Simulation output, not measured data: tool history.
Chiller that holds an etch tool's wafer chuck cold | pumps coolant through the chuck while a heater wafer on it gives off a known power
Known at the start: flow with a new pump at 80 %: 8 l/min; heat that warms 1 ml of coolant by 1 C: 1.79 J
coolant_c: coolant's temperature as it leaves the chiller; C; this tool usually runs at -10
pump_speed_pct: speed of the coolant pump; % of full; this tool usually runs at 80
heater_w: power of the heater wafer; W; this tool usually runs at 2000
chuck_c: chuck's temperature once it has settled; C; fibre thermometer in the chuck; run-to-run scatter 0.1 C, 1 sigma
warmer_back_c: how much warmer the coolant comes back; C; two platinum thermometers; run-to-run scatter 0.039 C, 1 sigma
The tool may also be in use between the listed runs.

Run 1, day 0: usual settings. Result: chuck_c 7.5 C, warmer_back_c 8.46 C.
Run 2, day 2.033: usual settings. Result: chuck_c 7.6 C, warmer_back_c 8.36 C.
Run 3, day 3.625: usual settings but pump_speed_pct 73 % of full. Result: chuck_c 8.6 C, warmer_back_c 9.14 C.
Run 4, day 5.542: usual settings. Result: chuck_c 7.4 C, warmer_back_c 8.4 C.
Run 5, day 7.346: usual settings. Result: chuck_c 7.6 C, warmer_back_c 8.32 C.
Run 6, day 9.146: usual settings. Result: chuck_c 7.4 C, warmer_back_c 8.26 C.
Run 7, day 11.175: usual settings. Result: chuck_c 7.5 C, warmer_back_c 8.23 C.
Run 8, day 12.229: usual settings. Result: chuck_c 7.6 C, warmer_back_c 8.28 C.
Run 9, day 13.704: usual settings but coolant_c -13 C. Result: chuck_c 4.4 C, warmer_back_c 8.29 C.
Run 10, day 15.421: usual settings but coolant_c -13 C, pump_speed_pct 88 % of full. Result: chuck_c 3.5 C, warmer_back_c 7.51 C.
Run 11, day 16.9: usual settings but coolant_c -13 C, pump_speed_pct 88 % of full. Result: chuck_c 3.4 C, warmer_back_c 7.46 C.
Run 12, day 18.246: usual settings but heater_w 1253 W. Result: chuck_c 0.7 C, warmer_back_c 5.17 C.
Run 13, day 19.354: usual settings but heater_w 1253 W. Result: chuck_c 0.9 C, warmer_back_c 5.03 C.
Run 14, day 20.621: usual settings. Result: chuck_c 7.4 C, warmer_back_c 8.17 C.
Run 15, day 22.579: usual settings. Result: chuck_c 7.3 C, warmer_back_c 8.16 C.
Run 16, day 24.146: usual settings but coolant_c -5 C. Result: chuck_c 12.7 C, warmer_back_c 8.16 C.
Run 17, day 25.458: usual settings but coolant_c -5 C. Result: chuck_c 12.5 C, warmer_back_c 8.17 C.
Run 18, day 27.138: usual settings but coolant_c -8 C. Result: chuck_c 9.6 C, warmer_back_c 8.12 C.
Run 19, day 29.138: usual settings but coolant_c -3 C, pump_speed_pct 87 % of full, heater_w 1166 W. Result: chuck_c 6.8 C, warmer_back_c 4.24 C.
Run 20, day 30.083: usual settings but coolant_c -3 C, pump_speed_pct 87 % of full, heater_w 1166 W. Result: chuck_c 6.6 C, warmer_back_c 4.19 C.
Run 21, day 31.554: usual settings but coolant_c -5 C, pump_speed_pct 82 % of full, heater_w 2514 W. Result: chuck_c 16.7 C, warmer_back_c 9.98 C.
Run 22, day 33.267: usual settings but pump_speed_pct 78 % of full, heater_w 2513 W. Result: chuck_c 12.2 C, warmer_back_c 10.63 C.
Run 23, day 34.167: usual settings but coolant_c -16 C, pump_speed_pct 67 % of full, heater_w 1283 W. Result: chuck_c -3.2 C, warmer_back_c 6.11 C.
Run 24, day 35.546: usual settings but heater_w 1161 W. Result: chuck_c 0 C, warmer_back_c 4.55 C.
Run 25, day 36.683: usual settings but coolant_c -13 C, heater_w 1473 W. Result: chuck_c -0.1 C, warmer_back_c 5.76 C.
Run 26, day 37.754: usual settings but coolant_c -13 C, heater_w 1473 W. Result: chuck_c -0.1 C, warmer_back_c 5.87 C.
Run 27, day 38.592: usual settings but coolant_c -16 C, pump_speed_pct 93 % of full, heater_w 1473 W. Result: chuck_c -4.2 C, warmer_back_c 4.95 C.
Run 28, day 40.075: usual settings but coolant_c -18 C, pump_speed_pct 88 % of full. Result: chuck_c -1.6 C, warmer_back_c 7.22 C.
Run 29, day 41.446: usual settings but coolant_c -19 C, pump_speed_pct 60 % of full. Result: chuck_c 2.2 C, warmer_back_c 10.87 C.
Run 30, day 42.888: usual settings but coolant_c -19 C, pump_speed_pct 60 % of full. Result: chuck_c 2.1 C, warmer_back_c 10.81 C.
Run 31, day 44.554: usual settings but pump_speed_pct 71 % of full, heater_w 1122 W. Result: chuck_c 0.5 C, warmer_back_c 4.84 C.

Below are 4 alternative next runs, each starting from the tool's condition after run 31. Predict each:
Run A, day 45.838: usual settings but pump_speed_pct 97 % of full, heater_w 2051 W. Result: chuck_c ?, warmer_back_c ?.
Run B, day 45.838: usual settings but coolant_c -5 C, pump_speed_pct 82 % of full. Result: chuck_c ?, warmer_back_c ?.
Run C, day 45.838: usual settings but coolant_c -3 C, pump_speed_pct 71 % of full, heater_w 2760 W. Result: chuck_c ?, warmer_back_c ?.
Run D, day 45.838: usual settings but coolant_c -13 C, pump_speed_pct 82 % of full, heater_w 1323 W. Result: chuck_c ?, warmer_back_c ?.

run  chuck_c  warmer_back_c
  A      5.8           6.63
  B     12.3           7.76
  C     23.2          12.54
  D     -1.6           4.95
Stripped of hidden state, with their random variation kept, the same runs would have yielded:
run  chuck_c  warmer_back_c
  A      5.7           7.08
  B     12.2           8.21
  C     23.2          12.98
  D     -1.6           5.39

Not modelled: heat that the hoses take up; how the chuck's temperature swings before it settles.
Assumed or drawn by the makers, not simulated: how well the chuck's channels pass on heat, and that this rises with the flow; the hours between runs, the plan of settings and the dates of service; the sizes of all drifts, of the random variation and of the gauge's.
